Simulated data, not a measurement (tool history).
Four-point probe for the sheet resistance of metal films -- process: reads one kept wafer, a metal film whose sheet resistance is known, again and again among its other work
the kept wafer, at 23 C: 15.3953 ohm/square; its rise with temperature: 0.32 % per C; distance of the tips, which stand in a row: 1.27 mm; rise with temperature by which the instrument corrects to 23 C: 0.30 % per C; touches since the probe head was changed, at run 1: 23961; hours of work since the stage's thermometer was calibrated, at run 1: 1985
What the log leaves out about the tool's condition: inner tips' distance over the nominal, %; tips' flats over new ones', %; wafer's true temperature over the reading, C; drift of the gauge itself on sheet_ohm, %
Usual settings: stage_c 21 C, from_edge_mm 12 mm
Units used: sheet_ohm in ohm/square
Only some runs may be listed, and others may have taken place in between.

| run | hour | stage_c | from_edge_mm | touches since the probe head was changed | hours of work since the stage's thermometer was calibrated | sheet_ohm |
|---|---|---|---|---|---|---|
| 1 | 0 | 21 | 12 | 23961 | 1985 | 15.491519 |
| 2 | 12.7 | 21 | 12 | 24230 | 1991 | 15.486983 |
| 3 | 41.7 | 21 | 12 | 24839 | 2004 | 15.489658 |
| 4 | 68.5 | 21 | 12 | 25405 | 2017 | 15.49325 |
| 5 | 88.7 | 21 | 12 | 25830 | 2026 | 15.49602 |
| 6 | 116.8 | 21 | 12 | 26422 | 2039 | 15.491905 |
| 7 | 134.3 | 21 | 12 | 26790 | 2047 | 15.493394 |
| 8 | 145.9 | 21 | 11 | 27035 | 2052 | 15.506227 |
| 9 | 160.4 | 21 | 11 | 27341 | 2059 | 15.513149 |
| 10 | 173.8 | 21 | 11 | 27624 | 2065 | 15.513648 |
| 11 | 195.6 | 21 | 11 | 28084 | 2075 | 15.516925 |
| 12 | 209.4 | 21 | 12 | 28374 | 2081 | 15.497416 |
| 13 | 231.4 | 21 | 12 | 28838 | 2091 | 15.494961 |
| 14 | 251.5 | 24 | 12 | 29261 | 2100 | 15.50039 |
| 15 | 269.6 | 24 | 12 | 29643 | 2108 | 15.502359 |
| 16 | 287.7 | 24 | 12 | 30025 | 2117 | 15.500751 |
| 17 | 312.3 | 24 | 12 | 30543 | 2128 | 15.507588 |
|  | 314.7 | stage's thermometer calibrated |
| 18 | 333.8 | 21 | 12 | 30985 | 9 | 15.513144 |
| 19 | 359 | 21 | 12 | 31516 | 20 | 15.516405 |
| 20 | 384.4 | 21 | 12 | 32050 | 32 | 15.516625 |
| 21 | 405.8 | 21 | 12 | 32501 | 42 | 15.516406 |
| 22 | 422.7 | 21 | 4 | 32858 | 49 | 16.21582 |
| 23 | 434.9 | 21 | 4 | 33115 | 55 | 16.21714 |
| 24 | 447.1 | 21 | 4 | 33373 | 60 | 16.217529 |
|  | 453.3 | stage's thermometer calibrated, once more |
| 25 | 475 | 32 | 43 | 33951 | 10 | 15.40011 |
| 26 | 495.1 | 32 | 43 | 34375 | 19 | 15.395954 |
| 27 | 513.2 | 20 | 7 | 34755 | 27 | 15.637147 |
| 28 | 536.5 | 28 | 12 | 35246 | 38 | 15.478792 |
| 29 | 548.9 | 28 | 47 | 35508 | 44 | 15.388922 |
| 30 | 570.1 | 28 | 47 | 35954 | 53 | 15.39468 |
| 31 | 588.9 | 28 | 5 | 36351 | 62 | 15.900415 |
| 32 | 602.3 | 28 | 46 | 36633 | 68 | 15.391654 |
| 33 | 618.9 | 34 | 53 | 36982 | 76 | 15.400305 |
| 34 | 637 | 34 | 53 | 37365 | 84 | 15.398719 |
| 35 | 649 | 34 | 53 | 37617 | 89 | 15.403306 |
| 36 | 676.4 | 25 | 6 | 38195 | 102 | 15.743985 |
| 37 | 698.5 | 25 | 18 | 38660 | 112 | 15.423931 |
| 38 | 719.9 | 24 | 17 | 39111 | 122 | 15.423375 |
| 39 | 740 | 24 | 9 | 39534 | 131 | 15.549511 |
| 40 | 767.4 | 35 | 3 | 40112 | 143 | 16.745145 |
| 41 | 782.5 | 35 | 22 | 40430 | 150 | 15.43669 |
| 42 | 800 | 35 | 22 | 40800 | 158 | 15.435989 |
| 43 | 813.6 | 29 | 12 | 41086 | 164 | 15.488725 |
| 44 | 836.4 | 29 | 12 | 41567 | 175 | 15.486259 |
| 45 | 848.4 | 29 | 12 | 41820 | 180 | 15.488431 |

Alternative continuations, all from the tool just after run 45; predict every row:
| A | 872 | 22 | 8 | 42316 | 191 | ? |
| B | 872 | 21 | 4 | 42316 | 191 | ? |
| C | 872 | 24 | 10 | 42316 | 191 | ? |
| D | 872 | 23 | 3 | 42316 | 191 | ? |

| run | sheet_ohm |
|---|---|
| A | 15.592704 |
| B | 16.165055 |
| C | 15.516979 |
| D | 16.731208 |
Take away the tool's hidden state, keep each run's random variation, and the runs would have read:
| run | sheet_ohm |
|---|---|
| A | 15.603095 |
| B | 16.175782 |
| C | 15.527335 |
| D | 16.74228 |

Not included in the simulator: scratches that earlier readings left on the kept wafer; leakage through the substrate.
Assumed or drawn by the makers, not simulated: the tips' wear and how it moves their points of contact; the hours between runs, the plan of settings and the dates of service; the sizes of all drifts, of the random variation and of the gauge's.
